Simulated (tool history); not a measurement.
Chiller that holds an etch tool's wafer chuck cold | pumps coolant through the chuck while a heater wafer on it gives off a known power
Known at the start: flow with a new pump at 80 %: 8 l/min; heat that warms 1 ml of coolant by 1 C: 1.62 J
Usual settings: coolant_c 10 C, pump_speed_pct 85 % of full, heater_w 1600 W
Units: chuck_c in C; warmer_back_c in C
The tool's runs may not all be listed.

run	hour	coolant_c	pump_speed_pct	heater_w	chuck_c	warmer_back_c
1	0	10	85	1600	25.3	6.98
2	78.7	10	85	1600	25.4	7.05
3	172.9	10	66	1600	28	9.1
4	295.6	10	66	1600	27.9	9.12
5	419.9	5	66	1600	22.8	9.19
6	496.4	5	66	1600	23	9.28
7	618.8	5	66	1600	22.9	9.26
8	721.9	5	66	1600	22.8	9.32
# hour 816.6: coolant changed, channels flushed
9	844.3	10	85	838	18	3.97
10	926.9	5	99	1170	15.1	4.68
11	1037.7	16	85	1501	30.3	6.95
12	1163	8	63	987	19.5	6.28
13	1264	8	63	987	19.4	6.35
# hour 1274.7: gauge calibrated
14	1324.9	8	63	987	19.5	5.88
15	1405.8	19	63	1450	35.6	8.71

Forecast each of these 4 alternatives for the next run:
A	1468.1	20	82	2321	?	?
B	1468.1	15	60	1600	?	?
C	1468.1	14	74	902	?	?
D	1468.1	1	62	1820	?	?

run	chuck_c	warmer_back_c
A	42.7	10.62
B	34	9.99
C	23.3	4.65
D	22.2	11.05
Without the tool's hidden state the same runs would have given:
run	chuck_c	warmer_back_c
A	42.7	10.55
B	34	9.91
C	23.3	4.58
D	22.2	10.97
